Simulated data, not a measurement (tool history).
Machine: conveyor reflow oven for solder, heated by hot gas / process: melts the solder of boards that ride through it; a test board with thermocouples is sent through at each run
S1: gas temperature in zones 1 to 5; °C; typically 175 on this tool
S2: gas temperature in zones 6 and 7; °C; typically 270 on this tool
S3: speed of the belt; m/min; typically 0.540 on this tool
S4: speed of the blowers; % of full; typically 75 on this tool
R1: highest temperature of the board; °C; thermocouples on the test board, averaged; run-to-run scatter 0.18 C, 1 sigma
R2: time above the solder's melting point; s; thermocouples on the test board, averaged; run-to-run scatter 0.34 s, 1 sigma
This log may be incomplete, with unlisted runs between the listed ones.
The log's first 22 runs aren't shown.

run,day,S1,S2,S3,S4,R1,R2
23,6.242,165,261,0.536,56,247.4,52.2
24,6.592,165,261,0.536,70,250.6,56.0
25,6.792,184,269,0.460,73,263.5,82.4
26,7.100,184,269,0.460,73,263.9,82.3
27,7.317,175,279,0.540,57,265.0,66.9
28,7.675,175,279,0.540,57,264.9,66.9
29,8.029,175,277,0.590,75,264.5,61.3
30,8.225,175,270,0.557,56,255.7,59.2
31,8.579,175,270,0.557,56,255.7,59.4

3 options for the next run, each taken on its own from the tool as it stands now. Forecast them:
A,8.858,175,280,0.584,86,?,?
B,8.858,187,277,0.540,64,?,?
C,8.858,175,270,0.540,54,?,?

run,R1,R2
A,269.5,64.7
B,266.6,72.6
C,256.0,61.3
With no hidden state in the tool, these same runs would have given:
run,R1,R2
A,269.1,64.4
B,266.0,72.1
C,255.4,60.9
